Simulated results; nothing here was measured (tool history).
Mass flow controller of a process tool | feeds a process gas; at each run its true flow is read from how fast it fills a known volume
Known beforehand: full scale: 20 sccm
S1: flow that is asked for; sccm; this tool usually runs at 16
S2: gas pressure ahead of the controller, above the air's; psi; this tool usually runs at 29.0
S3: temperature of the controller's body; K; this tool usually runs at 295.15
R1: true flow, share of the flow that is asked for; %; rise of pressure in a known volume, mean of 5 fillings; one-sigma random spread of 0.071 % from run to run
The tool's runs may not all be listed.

run,hour,S1,S2,S3,R1
1,0.0,16,29.0,295.15,99.66
2,210.5,16,29.0,295.15,99.72
3,450.6,16,24.4,295.15,99.38
4,637.6,4,29.0,295.15,97.92
5,811.6,16,29.0,294.15,99.69
6,941.7,16,29.0,295.15,99.65
7,1070.8,16,29.0,295.15,99.74
8,1211.8,16,29.0,295.15,99.61
9,1465.7,16,29.0,302.15,99.18
10,1621.3,16,29.0,302.15,99.13
11,1881.9,16,31.9,295.15,99.98
12,2023.2,2,23.6,299.15,96.83
13,2203.4,2,23.6,299.15,96.87
14,2465.7,2,23.6,309.15,96.08
15,2644.1,6,23.6,302.15,97.35
16,2758.2,16,27.7,295.15,99.54
17,2915.5,5,29.0,296.15,98.11
18,3126.3,8,38.9,295.15,99.10
19,3268.7,4,29.0,310.15,96.68
20,3400.4,4,24.8,297.15,97.53
21,3570.5,10,22.3,299.15,98.13
22,3751.3,7,22.3,306.15,97.10

Here are 5 independent what-if runs from the current tool condition. What would each one return?
A,3986.9,4,29.0,295.15,?
B,3986.9,20,29.0,297.15,?
C,3986.9,16,29.0,303.15,?
D,3986.9,15,29.0,295.15,?
E,3986.9,13,31.3,295.15,?

run,R1
A,97.97
B,100.06
C,98.81
D,99.52
E,99.37
Had the tool no hidden state, the same runs would have come out as:
run,R1
A,97.95
B,100.05
C,98.81
D,99.51
E,99.36

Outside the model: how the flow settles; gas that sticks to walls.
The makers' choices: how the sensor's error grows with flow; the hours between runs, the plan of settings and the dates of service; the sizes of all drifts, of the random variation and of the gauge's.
